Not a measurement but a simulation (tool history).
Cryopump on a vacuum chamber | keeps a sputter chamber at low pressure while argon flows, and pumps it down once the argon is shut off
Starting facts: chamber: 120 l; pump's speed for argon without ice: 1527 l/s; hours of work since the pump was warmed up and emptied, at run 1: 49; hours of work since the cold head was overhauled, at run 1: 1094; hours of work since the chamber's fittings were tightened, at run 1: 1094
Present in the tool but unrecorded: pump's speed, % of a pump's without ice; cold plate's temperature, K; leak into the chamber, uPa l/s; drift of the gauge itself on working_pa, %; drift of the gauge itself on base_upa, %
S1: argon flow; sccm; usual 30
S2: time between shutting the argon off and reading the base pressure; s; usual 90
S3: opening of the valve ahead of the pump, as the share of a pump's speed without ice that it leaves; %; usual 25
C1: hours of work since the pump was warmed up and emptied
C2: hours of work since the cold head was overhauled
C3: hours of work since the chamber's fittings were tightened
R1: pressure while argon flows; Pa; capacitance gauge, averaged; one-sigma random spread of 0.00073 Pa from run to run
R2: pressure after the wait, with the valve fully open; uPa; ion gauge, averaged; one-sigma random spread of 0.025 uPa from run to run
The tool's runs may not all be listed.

| run | hour | S1 | S2 | S3 | C1 | C2 | C3 | R1 | R2 |
|---|---|---|---|---|---|---|---|---|---|
| 1 | 0 | 30 | 90 | 25 | 49 | 1094 | 1094 | 0.1344 | 1.45 |
| 2 | 56.7 | 30 | 90 | 25 | 76 | 1120 | 1120 | 0.1335 | 1.55 |
| 3 | 112.3 | 30 | 56 | 25 | 102 | 1146 | 1146 | 0.1349 | 2.02 |
| 4 | 179.3 | 30 | 56 | 25 | 133 | 1177 | 1177 | 0.1353 | 2 |
| 5 | 234.9 | 31 | 90 | 25 | 158 | 1203 | 1203 | 0.1392 | 1.59 |
| 6 | 296 | 31 | 90 | 25 | 187 | 1231 | 1231 | 0.1411 | 1.57 |
| 7 | 348.9 | 31 | 90 | 25 | 211 | 1255 | 1255 | 0.1401 | 1.63 |
| 8 | 410.8 | 30 | 39 | 25 | 240 | 1284 | 1284 | 0.1351 | 2.64 |
| 9 | 472 | 30 | 90 | 25 | 268 | 1312 | 1312 | 0.1353 | 1.68 |
| 10 | 516 | 30 | 90 | 25 | 289 | 1333 | 1333 | 0.1367 | 1.7 |
| 11 | 581.3 | 30 | 90 | 29 | 319 | 1363 | 1363 | 0.1177 | 1.67 |
| 12 | 618.6 | 30 | 90 | 29 | 336 | 1380 | 1380 | 0.118 | 1.66 |
| 13 | 676.3 | 30 | 90 | 27 | 363 | 1407 | 1407 | 0.1268 | 1.67 |
| 14 | 714.2 | 30 | 90 | 25 | 380 | 1425 | 1425 | 0.1367 | 1.74 |
| 15 | 761.6 | 30 | 90 | 25 | 402 | 1447 | 1447 | 0.1377 | 1.71 |
| 16 | 795.2 | 30 | 38 | 25 | 418 | 1462 | 1462 | 0.1371 | 2.86 |
| 17 | 863.5 | 30 | 38 | 59 | 450 | 1494 | 1494 | 0.0606 | 2.86 |
| 18 | 922.5 | 19 | 38 | 38 | 477 | 1521 | 1521 | 0.0585 | 2.88 |
| 19 | 962.8 | 19 | 67 | 18 | 496 | 1540 | 1540 | 0.121 | 2.14 |
| 20 | 1009.6 | 17 | 161 | 60 | 517 | 1561 | 1561 | 0.0338 | 1.46 |
| 21 | 1047.7 | 17 | 161 | 60 | 535 | 1579 | 1579 | 0.0347 | 1.44 |
| 22 | 1113.1 | 17 | 161 | 60 | 565 | 1609 | 1609 | 0.0348 | 1.51 |
| 23 | 1141.9 | 30 | 232 | 25 | 578 | 1623 | 1623 | 0.1389 | 1.4 |
| 24 | 1189.1 | 25 | 90 | 33 | 600 | 1645 | 1645 | 0.0894 | 1.86 |
| 25 | 1233.3 | 25 | 90 | 33 | 621 | 1665 | 1665 | 0.0895 | 1.85 |
| 26 | 1295.5 | 35 | 54 | 26 | 650 | 1694 | 1694 | 0.1563 | 2.45 |
| 27 | 1346.2 | 17 | 90 | 25 | 673 | 1717 | 1717 | 0.0794 | 1.98 |
| 28 | 1405.7 | 30 | 271 | 42 | 701 | 1745 | 1745 | 0.087 | 1.37 |

Run 29 has not been measured yet. What should we expect?
| 29 | 1448.8 | 30 | 271 | 42 | 721 | 1765 | 1765 | ? | ? |

Run 29 measured R1 0.0868 Pa, R2 1.49 uPa.
Without the tool's hidden state the same run would have given R1 0.0791 Pa, R2 0.49 uPa.

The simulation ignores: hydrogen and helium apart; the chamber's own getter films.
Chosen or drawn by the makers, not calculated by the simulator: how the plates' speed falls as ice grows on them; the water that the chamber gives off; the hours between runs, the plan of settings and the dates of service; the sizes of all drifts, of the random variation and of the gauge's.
